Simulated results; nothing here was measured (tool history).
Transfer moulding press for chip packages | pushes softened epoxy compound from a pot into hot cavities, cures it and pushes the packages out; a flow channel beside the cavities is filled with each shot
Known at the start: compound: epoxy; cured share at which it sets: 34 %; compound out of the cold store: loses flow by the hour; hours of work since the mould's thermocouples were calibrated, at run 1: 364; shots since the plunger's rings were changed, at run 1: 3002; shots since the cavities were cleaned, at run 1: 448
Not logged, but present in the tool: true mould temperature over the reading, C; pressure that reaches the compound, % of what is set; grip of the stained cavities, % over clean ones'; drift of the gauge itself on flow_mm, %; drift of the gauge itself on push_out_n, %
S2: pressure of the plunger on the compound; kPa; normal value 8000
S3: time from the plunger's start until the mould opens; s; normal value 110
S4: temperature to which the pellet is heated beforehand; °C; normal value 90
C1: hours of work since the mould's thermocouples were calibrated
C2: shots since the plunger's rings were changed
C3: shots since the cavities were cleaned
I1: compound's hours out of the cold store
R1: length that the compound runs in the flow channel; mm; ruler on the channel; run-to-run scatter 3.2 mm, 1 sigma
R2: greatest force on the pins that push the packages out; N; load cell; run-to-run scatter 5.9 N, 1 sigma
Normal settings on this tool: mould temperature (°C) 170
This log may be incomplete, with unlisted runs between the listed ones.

{"run": 1, "hour": 0.0, "mould temperature (°C)": 170, "S2": 8000, "S3": 110, "S4": 90, "C1": 364, "C2": 3002, "C3": 448, "I1": 26, "R1": 858, "R2": 371}
{"hour": 52.6, "done": "cavities cleaned with cleaning compound and waxed"}
{"run": 2, "hour": 77.8, "mould temperature (°C)": 170, "S2": 9570, "S3": 110, "S4": 90, "C1": 400, "C2": 3551, "C3": 182, "I1": 15.4, "R1": 953, "R2": 470}
{"run": 3, "hour": 132.4, "mould temperature (°C)": 170, "S2": 9570, "S3": 110, "S4": 90, "C1": 425, "C2": 3943, "C3": 574, "I1": 8.9, "R1": 969, "R2": 439}
{"hour": 165.9, "done": "cavities cleaned with cleaning compound and waxed"}
{"run": 4, "hour": 197.1, "mould temperature (°C)": 170, "S2": 9570, "S3": 110, "S4": 90, "C1": 455, "C2": 4398, "C3": 225, "I1": 18.6, "R1": 940, "R2": 313}
{"run": 5, "hour": 242.1, "mould temperature (°C)": 170, "S2": 8000, "S3": 110, "S4": 90, "C1": 476, "C2": 4721, "C3": 548, "I1": 40.9, "R1": 818, "R2": 381}
{"hour": 280.4, "done": "cavities cleaned with cleaning compound and waxed"}
{"run": 6, "hour": 280.4, "mould temperature (°C)": 170, "S2": 8000, "S3": 101, "S4": 90, "C1": 494, "C2": 4985, "C3": 0, "I1": 13.7, "R1": 862, "R2": 228}
{"hour": 315.8, "done": "plunger's sealing rings changed"}
{"run": 7, "hour": 341.2, "mould temperature (°C)": 170, "S2": 8000, "S3": 101, "S4": 90, "C1": 521, "C2": 183, "C3": 420, "I1": 15.7, "R1": 898, "R2": 402}
{"run": 8, "hour": 384.1, "mould temperature (°C)": 170, "S2": 8000, "S3": 94, "S4": 90, "C1": 541, "C2": 491, "C3": 728, "I1": 20.2, "R1": 878, "R2": 531}
{"hour": 396.3, "done": "cavities cleaned with cleaning compound and waxed, once more"}
{"run": 9, "hour": 469.4, "mould temperature (°C)": 170, "S2": 8000, "S3": 116, "S4": 90, "C1": 581, "C2": 1093, "C3": 525, "I1": 35.9, "R1": 854, "R2": 362}
{"hour": 509.3, "done": "cavities cleaned with cleaning compound and waxed"}
{"hour": 531.1, "done": "mould's thermocouples calibrated"}
{"run": 10, "hour": 555.2, "mould temperature (°C)": 170, "S2": 7720, "S3": 110, "S4": 90, "C1": 11, "C2": 1685, "C3": 316, "I1": 25.5, "R1": 852, "R2": 343}
{"run": 11, "hour": 603.3, "mould temperature (°C)": 170, "S2": 8000, "S3": 110, "S4": 90, "C1": 34, "C2": 2031, "C3": 662, "I1": 11.4, "R1": 894, "R2": 411}
{"hour": 622.1, "done": "cavities cleaned with cleaning compound and waxed"}
{"run": 12, "hour": 644.6, "mould temperature (°C)": 170, "S2": 8000, "S3": 110, "S4": 90, "C1": 53, "C2": 2317, "C3": 162, "I1": 40.3, "R1": 837, "R2": 293}
{"run": 13, "hour": 730.7, "mould temperature (°C)": 170, "S2": 6950, "S3": 110, "S4": 90, "C1": 93, "C2": 2936, "C3": 781, "I1": 26.9, "R1": 800, "R2": 407}
{"hour": 736.8, "done": "cavities cleaned with cleaning compound and waxed"}
{"run": 14, "hour": 792.8, "mould temperature (°C)": 167, "S2": 6950, "S3": 110, "S4": 87, "C1": 122, "C2": 3372, "C3": 403, "I1": 16.3, "R1": 830, "R2": 440}
{"hour": 852.8, "done": "cavities cleaned with cleaning compound and waxed"}
{"run": 15, "hour": 870.8, "mould temperature (°C)": 176, "S2": 8000, "S3": 114, "S4": 91, "C1": 158, "C2": 3922, "C3": 130, "I1": 46.5, "R1": 793, "R2": 236}
{"run": 16, "hour": 908.8, "mould temperature (°C)": 170, "S2": 6770, "S3": 110, "S4": 90, "C1": 176, "C2": 4195, "C3": 403, "I1": 32.9, "R1": 767, "R2": 355}
{"hour": 964.1, "done": "cavities cleaned with cleaning compound and waxed"}
{"run": 17, "hour": 964.1, "mould temperature (°C)": 170, "S2": 6770, "S3": 110, "S4": 90, "C1": 201, "C2": 4581, "C3": 0, "I1": 42.1, "R1": 752, "R2": 213}
{"run": 18, "hour": 1010.1, "mould temperature (°C)": 170, "S2": 6770, "S3": 110, "S4": 90, "C1": 223, "C2": 4912, "C3": 331, "I1": 33, "R1": 762, "R2": 342}
{"hour": 1057.9, "done": "plunger's sealing rings changed"}
{"hour": 1077.8, "done": "cavities cleaned with cleaning compound and waxed"}
{"run": 19, "hour": 1096.8, "mould temperature (°C)": 170, "S2": 6770, "S3": 110, "S4": 90, "C1": 262, "C2": 269, "C3": 137, "I1": 20.6, "R1": 819, "R2": 286}
{"run": 20, "hour": 1161.8, "mould temperature (°C)": 170, "S2": 6770, "S3": 110, "S4": 90, "C1": 292, "C2": 736, "C3": 604, "I1": 25.1, "R1": 809, "R2": 410}
{"hour": 1189.7, "done": "cavities cleaned with cleaning compound and waxed"}
{"run": 21, "hour": 1213.6, "mould temperature (°C)": 170, "S2": 6770, "S3": 110, "S4": 90, "C1": 316, "C2": 1098, "C3": 172, "I1": 46.1, "R1": 768, "R2": 293}
{"run": 22, "hour": 1296.6, "mould temperature (°C)": 176, "S2": 8850, "S3": 121, "S4": 96, "C1": 355, "C2": 1694, "C3": 768, "I1": 9.7, "R1": 917, "R2": 349}
{"hour": 1305.5, "done": "cavities cleaned with cleaning compound and waxed"}
{"run": 23, "hour": 1379.7, "mould temperature (°C)": 176, "S2": 8850, "S3": 140, "S4": 81, "C1": 393, "C2": 2281, "C3": 534, "I1": 10.3, "R1": 919, "R2": 330}
{"hour": 1416.8, "done": "cavities cleaned with cleaning compound and waxed"}
{"run": 24, "hour": 1417.3, "mould temperature (°C)": 176, "S2": 8850, "S3": 140, "S4": 81, "C1": 410, "C2": 2541, "C3": 5, "I1": 11.2, "R1": 917, "R2": 179}
{"run": 25, "hour": 1498.1, "mould temperature (°C)": 174, "S2": 7930, "S3": 140, "S4": 91, "C1": 448, "C2": 3121, "C3": 585, "I1": 11.1, "R1": 866, "R2": 333}
{"hour": 1531.6, "done": "cavities cleaned with cleaning compound and waxed"}
{"run": 26, "hour": 1541.8, "mould temperature (°C)": 170, "S2": 7970, "S3": 99, "S4": 90, "C1": 468, "C2": 3425, "C3": 74, "I1": 21.6, "R1": 865, "R2": 298}

Same runs, no hidden state in the tool, same run-to-run variation:
run=1 R1=881 R2=218
run=2 R1=983 R2=210
run=3 R1=1003 R2=214
run=4 R1=977 R2=216
run=5 R1=852 R2=218
run=6 R1=900 R2=240
run=7 R1=904 R2=245
run=8 R1=886 R2=300
run=9 R1=866 R2=205
run=10 R1=866 R2=214
run=11 R1=910 R2=218
run=12 R1=855 R2=212
run=13 R1=821 R2=214
run=14 R1=855 R2=260
run=15 R1=820 R2=176
run=16 R1=795 R2=209
run=17 R1=783 R2=216
run=18 R1=795 R2=220
run=19 R1=824 R2=217
run=20 R1=817 R2=227
run=21 R1=778 R2=214
run=22 R1=933 R2=178
run=23 R1=940 R2=176
run=24 R1=939 R2=173
run=25 R1=892 R2=180
run=26 R1=893 R2=263
